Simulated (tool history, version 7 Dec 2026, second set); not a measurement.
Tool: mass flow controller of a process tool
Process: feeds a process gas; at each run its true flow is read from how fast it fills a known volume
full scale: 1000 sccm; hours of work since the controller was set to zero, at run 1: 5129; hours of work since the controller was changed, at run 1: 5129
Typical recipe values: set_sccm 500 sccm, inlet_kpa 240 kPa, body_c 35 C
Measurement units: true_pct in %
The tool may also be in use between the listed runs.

run,day,set_sccm,inlet_kpa,body_c,hours of work since the controller was set to zero,hours of work since the controller was changed,true_pct
1,0,500,240,35,5129,5129,97.65
2,19.242,500,240,35,5315,5315,97.56
3,31.388,500,158,35,5432,5432,96.88
4,48.208,500,158,35,5595,5595,96.88
5,65.171,500,240,35,5758,5758,97.39
6,77.558,500,240,35,5878,5878,97.39
7,89.021,500,240,35,5989,5989,97.41
8,103.038,500,240,32,6124,6124,97.62
9,121.442,500,240,35,6302,6302,97.31
# day 123.175: controller exchanged for a calibrated one
10,136.771,185,240,35,131,131,97.44
11,153.254,500,240,35,290,290,97.95
12,175.138,500,240,37,502,502,97.8
13,185.029,500,240,37,597,597,97.65
14,204.983,500,240,37,790,790,97.6
15,226.588,500,240,37,998,998,97.63
16,242.208,500,240,37,1149,1149,97.55
17,251.738,500,269,37,1241,1241,97.84
18,263.25,500,269,37,1352,1352,97.78
19,283.838,500,269,37,1551,1551,97.75
20,300.779,115,240,35,1714,1714,97.76
21,310.192,500,240,35,1805,1805,97.79
22,330.95,500,240,35,2006,2006,97.66
23,351.6,500,240,35,2205,2205,97.69
# day 352.817: controller's zero set anew
24,365.608,500,240,35,123,2340,97.64
25,387.642,220,240,20,336,2553,99.08
26,402.367,500,194,35,478,2695,97.22
# day 408.292: controller's zero set anew, once more
27,417.454,500,263,34,88,2840,97.4
28,428.704,500,263,34,197,2949,97.28
29,444.196,500,263,34,347,3098,97.35
30,457.192,339,240,35,472,3224,96.79
31,478.475,145,246,31,677,3429,96.97
32,489.179,186,201,27,781,3532,97.12
33,508.429,500,219,22,967,3718,98.11
34,518.596,500,219,22,1065,3816,98.03
35,532.025,197,267,31,1194,3946,97.08
36,542.692,244,264,24,1297,4049,97.89
37,563.708,526,183,25,1500,4252,97.49
38,581.379,425,151,27,1671,4422,96.75
39,601.562,519,227,24,1866,4617,98.11
40,612.379,519,227,24,1970,4722,97.69
41,624.458,519,227,34,2087,4838,96.79
42,640.367,123,143,33,2240,4992,96.4
43,659.412,123,143,33,2424,5176,96.44
44,678.267,123,143,33,2606,5358,96.51
45,696.25,123,143,33,2779,5531,96.58
46,706.321,500,202,21,2877,5628,97.83
47,725.925,102,262,35,3066,5818,97.82

Below, some changes in true_pct between adjacent runs. For each, the amount present without the hidden state too (settings, incoming material, random variation) and the amount remaining for the hidden state with gauge scatter not shared by both compared results:
Hidden state present: flow at rest that the sensor doesn't see, % of full scale; true flow over the shown one, %; drift of the gauge itself on true_pct, %.
Run 24 -> 25: set_sccm 500 -> 220, body_c 35 -> 20. true_pct +1.44 %: hidden state +0.62, all else +0.82.
Run 25 -> 26: set_sccm 220 -> 500, inlet_kpa 240 -> 194, body_c 20 -> 35. true_pct -1.86 %: hidden state -0.67, all else -1.19.
Run 38 -> 39: set_sccm 425 -> 519, inlet_kpa 151 -> 227, body_c 27 -> 24. true_pct +1.36 %: hidden state -0.09, all else +1.45.
Run 41 -> 42: set_sccm 519 -> 123, inlet_kpa 227 -> 143, body_c 34 -> 33. true_pct -0.39 %: hidden state +1.09, all else -1.48.
Run 45 -> 46: set_sccm 123 -> 500, inlet_kpa 143 -> 202, body_c 33 -> 21. true_pct +1.25 %: hidden state -1.35, all else +2.6.
Run 46 -> 47: set_sccm 500 -> 102, inlet_kpa 202 -> 262, body_c 21 -> 35. true_pct -0.01 %: hidden state +1.84, all else -1.85.

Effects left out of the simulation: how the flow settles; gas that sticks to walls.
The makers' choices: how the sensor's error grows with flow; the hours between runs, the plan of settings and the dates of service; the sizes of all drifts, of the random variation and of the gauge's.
